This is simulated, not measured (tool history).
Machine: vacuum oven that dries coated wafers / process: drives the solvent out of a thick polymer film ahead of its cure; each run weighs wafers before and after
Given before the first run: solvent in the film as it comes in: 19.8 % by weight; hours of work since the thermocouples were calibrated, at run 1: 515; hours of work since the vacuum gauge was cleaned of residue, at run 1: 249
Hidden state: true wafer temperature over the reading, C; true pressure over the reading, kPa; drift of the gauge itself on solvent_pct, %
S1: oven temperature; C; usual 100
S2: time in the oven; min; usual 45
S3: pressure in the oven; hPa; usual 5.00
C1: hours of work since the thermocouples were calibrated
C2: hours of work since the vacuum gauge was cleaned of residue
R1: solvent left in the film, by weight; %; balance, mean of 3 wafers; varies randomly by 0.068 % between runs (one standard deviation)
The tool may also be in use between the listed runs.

| run | hour | S1 | S2 | S3 | C1 | C2 | R1 |
|---|---|---|---|---|---|---|---|
| 1 | 0.0 | 100 | 45 | 5.00 | 515 | 249 | 5.04 |
| 2 | 15.0 | 100 | 45 | 5.00 | 523 | 258 | 5.19 |
| 3 | 25.5 | 100 | 45 | 3.56 | 530 | 264 | 5.09 |
| 4 | 44.2 | 100 | 45 | 5.00 | 541 | 275 | 5.14 |
| 5 | 61.7 | 100 | 45 | 5.00 | 551 | 285 | 5.07 |
| 6 | 77.0 | 100 | 45 | 5.00 | 560 | 294 | 5.10 |
| 7 | 93.8 | 106 | 55 | 9.17 | 570 | 304 | 2.87 |
|  | 97.7 | oven's thermocouples calibrated |
| 8 | 108.2 | 107 | 64 | 13.63 | 6 | 312 | 2.74 |
| 9 | 123.0 | 93 | 37 | 5.09 | 15 | 320 | 8.83 |
| 10 | 136.1 | 87 | 56 | 5.09 | 23 | 328 | 9.04 |
| 11 | 154.4 | 113 | 29 | 19.65 | 34 | 339 | 4.75 |

Each row is a separate what-if for the run after 11, all from the same tool condition, not one after another. Results?
|  | 168.8 | oven's thermocouples calibrated, once more |
| A | 173.2 | 100 | 45 | 3.06 | 3 | 349 | ? |
|  | 168.8 | oven's thermocouples calibrated, once more |
| B | 173.2 | 100 | 47 | 7.70 | 3 | 349 | ? |
|  | 168.8 | oven's thermocouples calibrated, once more |
| C | 173.2 | 99 | 43 | 4.02 | 3 | 349 | ? |
|  | 168.8 | oven's thermocouples calibrated, once more |
| D | 173.2 | 113 | 29 | 6.94 | 3 | 349 | ? |
|  | 168.8 | oven's thermocouples calibrated, once more |
| E | 173.2 | 102 | 27 | 7.65 | 3 | 349 | ? |

| run | R1 |
|---|---|
| A | 4.75 |
| B | 4.93 |
| C | 5.37 |
| D | 3.23 |
| E | 7.23 |
Stripped of hidden state, with their random variation kept, the same runs would have yielded:
| run | R1 |
|---|---|
| A | 4.45 |
| B | 4.63 |
| C | 5.07 |
| D | 3.01 |
| E | 6.96 |
